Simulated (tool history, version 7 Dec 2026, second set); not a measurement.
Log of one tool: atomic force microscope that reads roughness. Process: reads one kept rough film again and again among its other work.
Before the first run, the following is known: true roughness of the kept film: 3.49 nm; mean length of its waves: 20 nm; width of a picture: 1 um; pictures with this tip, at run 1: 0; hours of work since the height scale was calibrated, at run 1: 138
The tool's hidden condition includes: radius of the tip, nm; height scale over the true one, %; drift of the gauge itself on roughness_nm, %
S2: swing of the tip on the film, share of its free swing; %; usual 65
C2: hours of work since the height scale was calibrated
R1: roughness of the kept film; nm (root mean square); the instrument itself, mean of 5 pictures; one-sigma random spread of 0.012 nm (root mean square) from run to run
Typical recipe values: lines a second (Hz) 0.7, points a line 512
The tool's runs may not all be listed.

Run 1, hour 0: usual settings; pictures with this tip 0; C2 138. Result: R1 2.874 nm (root mean square).
Run 2, hour 8.1: usual settings; pictures with this tip 10; C2 143. Result: R1 2.869 nm (root mean square).
Run 3, hour 17.1: usual settings; pictures with this tip 21; C2 149. Result: R1 2.868 nm (root mean square).
Run 4, hour 23.1: usual settings; pictures with this tip 29; C2 153. Result: R1 2.866 nm (root mean square).
Run 5, hour 30.6: usual settings; pictures with this tip 39; C2 158. Result: R1 2.887 nm (root mean square).
Run 6, hour 38.5: usual settings but points a line 297; pictures with this tip 49; C2 163. Result: R1 2.795 nm (root mean square).
Run 7, hour 47.6: usual settings but points a line 297; pictures with this tip 60; C2 168. Result: R1 2.819 nm (root mean square).
Run 8, hour 52.7: usual settings but points a line 297; pictures with this tip 67; C2 172. Result: R1 2.805 nm (root mean square).
Run 9, hour 61.5: usual settings but points a line 297; pictures with this tip 78; C2 177. Result: R1 2.818 nm (root mean square).
At hour 68.2: new tip fitted.
Run 10, hour 71.3: usual settings but points a line 297; pictures with this tip 4; C2 183. Result: R1 2.801 nm (root mean square).
Run 11, hour 76.6: usual settings but points a line 297; pictures with this tip 11; C2 187. Result: R1 2.82 nm (root mean square).
Run 12, hour 84.1: usual settings but points a line 347; pictures with this tip 20; C2 191. Result: R1 2.834 nm (root mean square).
Run 13, hour 89.8: usual settings but lines a second (Hz) 1.708; pictures with this tip 27; C2 195. Result: R1 2.774 nm (root mean square).
Run 14, hour 94.5: usual settings; pictures with this tip 33; C2 198. Result: R1 2.854 nm (root mean square).
Run 15, hour 99.9: usual settings but S2 81 %; pictures with this tip 40; C2 202. Result: R1 2.767 nm (root mean square).
Run 16, hour 108.2: usual settings but S2 81 %; pictures with this tip 51; C2 207. Result: R1 2.792 nm (root mean square).
Run 17, hour 113.7: usual settings but S2 81 %; pictures with this tip 58; C2 211. Result: R1 2.769 nm (root mean square).
Run 18, hour 123.5: usual settings but S2 81 %; pictures with this tip 70; C2 217. Result: R1 2.783 nm (root mean square).
Run 19, hour 129.8: usual settings but S2 81 %; pictures with this tip 78; C2 221. Result: R1 2.813 nm (root mean square).
At hour 136.5: new tip fitted.
Run 20, hour 137: usual settings but S2 81 %; pictures with this tip 1; C2 225. Result: R1 2.799 nm (root mean square).
Run 21, hour 143.7: usual settings but S2 81 %; pictures with this tip 9; C2 229. Result: R1 2.78 nm (root mean square).
Run 22, hour 149.1: usual settings; pictures with this tip 16; C2 233. Result: R1 2.874 nm (root mean square).
Run 23, hour 157: usual settings; pictures with this tip 26; C2 238. Result: R1 2.867 nm (root mean square).
Run 24, hour 162: usual settings but lines a second (Hz) 3.68; pictures with this tip 33; C2 241. Result: R1 2.577 nm (root mean square).
Run 25, hour 166.2: usual settings but points a line 487; pictures with this tip 38; C2 244. Result: R1 2.857 nm (root mean square).
Run 26, hour 170.6: usual settings but lines a second (Hz) 1.529; pictures with this tip 44; C2 247. Result: R1 2.801 nm (root mean square).
Run 27, hour 176.8: usual settings but lines a second (Hz) 0.65, S2 79 %; pictures with this tip 52; C2 251. Result: R1 2.788 nm (root mean square).
Run 28, hour 184: usual settings but S2 71 %; pictures with this tip 61; C2 255. Result: R1 2.828 nm (root mean square).
Run 29, hour 188.7: usual settings but S2 64 %, points a line 980; pictures with this tip 67; C2 258. Result: R1 2.897 nm (root mean square).
Run 30, hour 195.1: usual settings but lines a second (Hz) 1.863, points a line 814; pictures with this tip 75; C2 262. Result: R1 2.776 nm (root mean square).
Run 31, hour 199.5: usual settings but lines a second (Hz) 1.863, points a line 814; pictures with this tip 81; C2 265. Result: R1 2.743 nm (root mean square).
At hour 204.4: new tip fitted.
Run 32, hour 208.8: usual settings but lines a second (Hz) 0.953, S2 89 %; pictures with this tip 6; C2 271. Result: R1 2.615 nm (root mean square).
Run 33, hour 214.7: usual settings but lines a second (Hz) 0.953, S2 89 %; pictures with this tip 13; C2 275. Result: R1 2.634 nm (root mean square).
Run 34, hour 224.5: usual settings but lines a second (Hz) 1.353, S2 75 %, points a line 258; pictures with this tip 26; C2 281. Result: R1 2.623 nm (root mean square).
Run 35, hour 233.4: usual settings but lines a second (Hz) 1.353, S2 83 %, points a line 258; pictures with this tip 37; C2 287. Result: R1 2.516 nm (root mean square).
Run 36, hour 237.7: usual settings but lines a second (Hz) 1.353, S2 83 %, points a line 258; pictures with this tip 43; C2 289. Result: R1 2.531 nm (root mean square).
Run 37, hour 247.2: usual settings but points a line 595; pictures with this tip 55; C2 295. Result: R1 2.895 nm (root mean square).
Run 38, hour 251.9: usual settings but lines a second (Hz) 0.567, S2 62 %, points a line 262; pictures with this tip 61; C2 298. Result: R1 2.813 nm (root mean square).
Run 39, hour 256.2: usual settings but lines a second (Hz) 0.567, S2 62 %, points a line 262; pictures with this tip 66; C2 301. Result: R1 2.827 nm (root mean square).
Run 40, hour 261.6: usual settings but lines a second (Hz) 0.567, S2 62 %, points a line 262; pictures with this tip 73; C2 305. Result: R1 2.811 nm (root mean square).
Run 41, hour 266.4: usual settings but lines a second (Hz) 2.999, S2 56 %; pictures with this tip 79; C2 308. Result: R1 2.763 nm (root mean square).
At hour 272.5: new tip fitted.
Run 42, hour 276.1: usual settings but lines a second (Hz) 1.935, S2 56 %, points a line 443; pictures with this tip 5; C2 314. Result: R1 2.793 nm (root mean square).
Run 43, hour 282.3: usual settings but lines a second (Hz) 3.938, points a line 349; pictures with this tip 13; C2 318. Result: R1 2.554 nm (root mean square).
Run 44, hour 287.6: usual settings but lines a second (Hz) 3.942, S2 89 %, points a line 302; pictures with this tip 20; C2 321. Result: R1 1.905 nm (root mean square).
Run 45, hour 297.5: usual settings but lines a second (Hz) 2.147, S2 69 %, points a line 976; pictures with this tip 32; C2 327. Result: R1 2.684 nm (root mean square).
Run 46, hour 302.2: usual settings but points a line 648; pictures with this tip 38; C2 330. Result: R1 2.886 nm (root mean square).
Run 47, hour 312: usual settings but points a line 648; pictures with this tip 51; C2 337. Result: R1 2.893 nm (root mean square).
Run 48, hour 320.1: usual settings but lines a second (Hz) 1.127, S2 71 %, points a line 648; pictures with this tip 61; C2 342. Result: R1 2.785 nm (root mean square).
Run 49, hour 329: usual settings but lines a second (Hz) 1.144, S2 64 %, points a line 726; pictures with this tip 72; C2 348. Result: R1 2.861 nm (root mean square).
Run 50, hour 337.2: usual settings but lines a second (Hz) 1.144, S2 64 %, points a line 726; pictures with this tip 83; C2 353. Result: R1 2.842 nm (root mean square).
At hour 340.1: new tip fitted.
Run 51, hour 346.8: usual settings but lines a second (Hz) 1.144, S2 64 %, points a line 726; pictures with this tip 8; C2 359. Result: R1 2.865 nm (root mean square).
Run 52, hour 354.4: usual settings but lines a second (Hz) 1.144, S2 64 %, points a line 726; pictures with this tip 18; C2 364. Result: R1 2.857 nm (root mean square).

Hidden condition of the tool, last listed run before each entry between runs versus first listed run after:
Run 9 -> run 10: new tip fitted (hour 68.2)
  radius of the tip, nm: 5.1 -> 5
Run 19 -> run 20: new tip fitted (hour 136.5)
  radius of the tip, nm: 5.1 -> 5
Run 31 -> run 32: new tip fitted (hour 204.4)
  radius of the tip, nm: 5.1 -> 5
Run 41 -> run 42: new tip fitted (hour 272.5)
  radius of the tip, nm: 5.1 -> 5
Run 50 -> run 51: new tip fitted (hour 340.1)
  radius of the tip, nm: 5.1 -> 5
